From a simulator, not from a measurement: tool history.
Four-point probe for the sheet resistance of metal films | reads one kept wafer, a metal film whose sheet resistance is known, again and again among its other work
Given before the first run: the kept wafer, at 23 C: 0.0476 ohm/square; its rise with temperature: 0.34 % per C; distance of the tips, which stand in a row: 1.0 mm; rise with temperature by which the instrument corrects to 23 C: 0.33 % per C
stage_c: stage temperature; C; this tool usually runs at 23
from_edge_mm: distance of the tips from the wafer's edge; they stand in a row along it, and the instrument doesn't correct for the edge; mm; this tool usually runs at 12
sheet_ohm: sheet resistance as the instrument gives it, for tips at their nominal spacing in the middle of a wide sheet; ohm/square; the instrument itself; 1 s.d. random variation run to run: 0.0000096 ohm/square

{"run": 1, "day": 0.0, "stage_c": 23, "from_edge_mm": 12, "sheet_ohm": 0.047993}
{"run": 2, "day": 3.342, "stage_c": 23, "from_edge_mm": 27, "sheet_ohm": 0.047876}
{"run": 3, "day": 6.938, "stage_c": 23, "from_edge_mm": 27, "sheet_ohm": 0.047873}
{"run": 4, "day": 11.129, "stage_c": 23, "from_edge_mm": 27, "sheet_ohm": 0.047876}
{"run": 5, "day": 14.992, "stage_c": 23, "from_edge_mm": 27, "sheet_ohm": 0.047881}
{"run": 6, "day": 16.942, "stage_c": 23, "from_edge_mm": 12, "sheet_ohm": 0.048045}
{"run": 7, "day": 19.483, "stage_c": 23, "from_edge_mm": 12, "sheet_ohm": 0.048025}
{"run": 8, "day": 23.083, "stage_c": 23, "from_edge_mm": 12, "sheet_ohm": 0.048033}
{"run": 9, "day": 27.108, "stage_c": 23, "from_edge_mm": 24, "sheet_ohm": 0.047914}
{"run": 10, "day": 30.962, "stage_c": 23, "from_edge_mm": 9, "sheet_ohm": 0.048182}
{"run": 11, "day": 35.108, "stage_c": 27, "from_edge_mm": 12, "sheet_ohm": 0.048078}
{"run": 12, "day": 37.658, "stage_c": 30, "from_edge_mm": 16, "sheet_ohm": 0.048024}
{"day": 39.783, "done": "stage's thermometer calibrated"}
{"run": 13, "day": 40.0, "stage_c": 33, "from_edge_mm": 43, "sheet_ohm": 0.047932}
{"run": 14, "day": 44.275, "stage_c": 25, "from_edge_mm": 21, "sheet_ohm": 0.047938}
{"run": 15, "day": 46.088, "stage_c": 32, "from_edge_mm": 29, "sheet_ohm": 0.047938}
{"run": 16, "day": 48.608, "stage_c": 25, "from_edge_mm": 6, "sheet_ohm": 0.048588}
{"day": 49.604, "done": "stage's thermometer calibrated, once more"}
{"run": 17, "day": 52.004, "stage_c": 19, "from_edge_mm": 19, "sheet_ohm": 0.048032}
{"run": 18, "day": 55.717, "stage_c": 27, "from_edge_mm": 12, "sheet_ohm": 0.048167}
{"run": 19, "day": 59.488, "stage_c": 27, "from_edge_mm": 3, "sheet_ohm": 0.050706}

What if the next run were any one of these 4? Each begins from the tool's condition after run 19:
{"run": "A", "day": 63.604, "stage_c": 24, "from_edge_mm": 26, "sheet_ohm": "?"}
{"run": "B", "day": 63.604, "stage_c": 27, "from_edge_mm": 40, "sheet_ohm": "?"}
{"run": "C", "day": 63.604, "stage_c": 22, "from_edge_mm": 8, "sheet_ohm": "?"}
{"run": "D", "day": 63.604, "stage_c": 27, "from_edge_mm": 58, "sheet_ohm": "?"}

run=A sheet_ohm=0.048046
run=B sheet_ohm=0.048026
run=C sheet_ohm=0.048381
run=D sheet_ohm=0.04802
With the hidden condition removed and each run's random variation left untouched, the same runs would have given:
run=A sheet_ohm=0.047655
run=B sheet_ohm=0.047635
run=C sheet_ohm=0.047988
run=D sheet_ohm=0.047628

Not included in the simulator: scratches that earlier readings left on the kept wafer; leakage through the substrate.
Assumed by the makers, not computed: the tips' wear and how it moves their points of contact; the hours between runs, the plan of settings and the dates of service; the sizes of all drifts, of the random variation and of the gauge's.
